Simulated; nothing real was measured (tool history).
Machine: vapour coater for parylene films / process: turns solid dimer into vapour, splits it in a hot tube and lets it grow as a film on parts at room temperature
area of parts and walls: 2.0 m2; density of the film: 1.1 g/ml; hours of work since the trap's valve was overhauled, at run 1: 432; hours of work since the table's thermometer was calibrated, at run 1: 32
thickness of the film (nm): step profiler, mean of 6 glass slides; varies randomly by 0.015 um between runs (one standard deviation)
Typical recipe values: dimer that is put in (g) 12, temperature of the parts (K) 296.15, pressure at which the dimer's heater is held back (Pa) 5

run   hour  dimer that is put in (g)  temperature of the parts (K)  pressure at which the dimer's heater is held back (Pa)  hours of work since the trap's valve was overhauled  hours of work since the table's thermometer was calibrated  thickness of the film (nm)
  1      0                        12                        296.15                                                       5                                                  432                                                          32                        2580
       5.7  -- trap's valve overhauled
  2   20.2                        12                        296.15                                                       5                                                    9                                                          43                        2600
  3   51.3                        12                        296.15                                                       5                                                   30                                                          63                        2560
  4   83.7                        12                        296.15                                                       5                                                   51                                                          84                        2610
  5   98.3                        12                        296.15                                                    7.06                                                   60                                                          94                        2430
  6  123.7                        12                        296.15                                                       5                                                   77                                                         110                        2580
  7  140.8                        12                        296.15                                                       5                                                   88                                                         121                        2570
  8  169.3                        12                        296.15                                                    4.93                                                  107                                                         140                        2570
  9  191.7                        21                        296.15                                                       5                                                  122                                                         155                        4450
 10  209.2                        21                        296.15                                                       5                                                  133                                                         166                        4450
 11  232.1                        12                        296.15                                                    4.36                                                  148                                                         181                        2620
 12  263.7                        12                        296.15                                                    4.36                                                  169                                                         202                        2610
 13  295.7                        16                        296.15                                                    4.36                                                  189                                                         223                        3470
 14  312.9                        11                        296.15                                                       5                                                  201                                                         234                        2320
     319.7  -- gauge calibrated
 15  333.4                        11                        296.15                                                    3.61                                                  214                                                         247                        2530
 16  350.6                        12                        296.15                                                       5                                                  225                                                         258                        2590
 17  371.3                        12                        296.15                                                       5                                                  239                                                         272                        2570
 18  391.2                        12                        296.15                                                       5                                                  252                                                         285                        2600
 19  412.5                        20                        307.15                                                    2.64                                                  266                                                         299                        3130
 20  427.5                        19                        306.15                                                    4.54                                                  276                                                         309                        2790
 21  459.5                        19                        306.15                                                    4.54                                                  296                                                         329                        2770
 22  472.8                        18                        293.15                                                       5                                                  305                                                         338                        4320

Forecast run 23:
 23  488.9                        12                        296.15                                                   10.29                                                  316                                                         349                           ?

thickness of the film (nm): 2230
Were there no unlogged condition in the tool, this run, its random variation unchanged, would have produced thickness of the film (nm) 2280.
